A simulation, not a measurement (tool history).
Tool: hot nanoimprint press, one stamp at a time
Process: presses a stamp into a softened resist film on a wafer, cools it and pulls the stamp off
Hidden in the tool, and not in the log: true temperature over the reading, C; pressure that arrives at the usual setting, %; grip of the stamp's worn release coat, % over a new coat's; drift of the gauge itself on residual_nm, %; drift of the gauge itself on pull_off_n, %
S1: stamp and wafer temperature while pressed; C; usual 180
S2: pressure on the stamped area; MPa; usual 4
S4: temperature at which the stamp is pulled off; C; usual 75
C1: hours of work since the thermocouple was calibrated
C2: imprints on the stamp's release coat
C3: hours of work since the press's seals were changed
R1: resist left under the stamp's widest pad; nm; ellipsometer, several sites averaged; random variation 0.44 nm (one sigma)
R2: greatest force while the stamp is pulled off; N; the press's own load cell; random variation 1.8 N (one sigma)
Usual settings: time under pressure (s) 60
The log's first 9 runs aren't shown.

{"run": 10, "hour": 231.6, "S1": 180, "S2": 4, "time under pressure (s)": 60, "S4": 75, "C1": 45, "C2": 550, "C3": 201, "R1": 224.9, "R2": 184}
{"run": 11, "hour": 250.3, "S1": 180, "S2": 4, "time under pressure (s)": 60, "S4": 75, "C1": 52, "C2": 577, "C3": 208, "R1": 223.9, "R2": 188}
{"run": 12, "hour": 272.8, "S1": 180, "S2": 4, "time under pressure (s)": 96, "S4": 75, "C1": 61, "C2": 610, "C3": 217, "R1": 189.3, "R2": 190}
{"run": 13, "hour": 288.3, "S1": 180, "S2": 4, "time under pressure (s)": 96, "S4": 75, "C1": 67, "C2": 632, "C3": 224, "R1": 189.7, "R2": 184}
{"run": 14, "hour": 313.4, "S1": 180, "S2": 4, "time under pressure (s)": 60, "S4": 75, "C1": 78, "C2": 668, "C3": 234, "R1": 223.9, "R2": 190}
{"run": 15, "hour": 328.0, "S1": 180, "S2": 4, "time under pressure (s)": 60, "S4": 75, "C1": 83, "C2": 689, "C3": 240, "R1": 224.3, "R2": 189}
{"run": 16, "hour": 357.9, "S1": 180, "S2": 3.85, "time under pressure (s)": 60, "S4": 61, "C1": 95, "C2": 733, "C3": 252, "R1": 227.1, "R2": 234}
{"run": 17, "hour": 379.5, "S1": 180, "S2": 3.85, "time under pressure (s)": 60, "S4": 61, "C1": 104, "C2": 764, "C3": 260, "R1": 227.2, "R2": 231}
{"run": 18, "hour": 413.3, "S1": 171, "S2": 4, "time under pressure (s)": 113, "S4": 75, "C1": 118, "C2": 813, "C3": 274, "R1": 252.1, "R2": 190}
{"run": 19, "hour": 437.5, "S1": 171, "S2": 5.3, "time under pressure (s)": 33, "S4": 63, "C1": 127, "C2": 848, "C3": 284, "R1": 316, "R2": 230}
{"run": 20, "hour": 454.8, "S1": 175, "S2": 4.6, "time under pressure (s)": 56, "S4": 81, "C1": 134, "C2": 873, "C3": 290, "R1": 258.8, "R2": 176}
{"run": 21, "hour": 473.5, "S1": 180, "S2": 3.55, "time under pressure (s)": 60, "S4": 77, "C1": 142, "C2": 900, "C3": 298, "R1": 232.5, "R2": 191}
{"run": 22, "hour": 497.4, "S1": 180, "S2": 2.74, "time under pressure (s)": 60, "S4": 65, "C1": 151, "C2": 934, "C3": 308, "R1": 253.5, "R2": 220}
{"run": 23, "hour": 515.0, "S1": 180, "S2": 3.12, "time under pressure (s)": 35, "S4": 65, "C1": 159, "C2": 960, "C3": 315, "R1": 283.8, "R2": 221}
{"run": 24, "hour": 532.5, "S1": 180, "S2": 3.12, "time under pressure (s)": 35, "S4": 65, "C1": 166, "C2": 985, "C3": 322, "R1": 282.6, "R2": 223}
{"run": 25, "hour": 551.8, "S1": 180, "S2": 3.12, "time under pressure (s)": 35, "S4": 65, "C1": 173, "C2": 1013, "C3": 329, "R1": 281.9, "R2": 227}
{"run": 26, "hour": 570.4, "S1": 180, "S2": 3.12, "time under pressure (s)": 35, "S4": 65, "C1": 181, "C2": 1040, "C3": 337, "R1": 281.1, "R2": 230}
{"run": 27, "hour": 598.2, "S1": 189, "S2": 3.22, "time under pressure (s)": 60, "S4": 75, "C1": 192, "C2": 1080, "C3": 348, "R1": 173.1, "R2": 199}

Run 28 comes next. What will it give?
{"run": 28, "hour": 613.8, "S1": 180, "S2": 4, "time under pressure (s)": 65, "S4": 75, "C1": 198, "C2": 1103, "C3": 354, "R1": "?", "R2": "?"}

Run 28 gave R1 216.3 nm, R2 198 N.
Without the tool's hidden state the same run would have given R1 219.7 nm, R2 175 N.
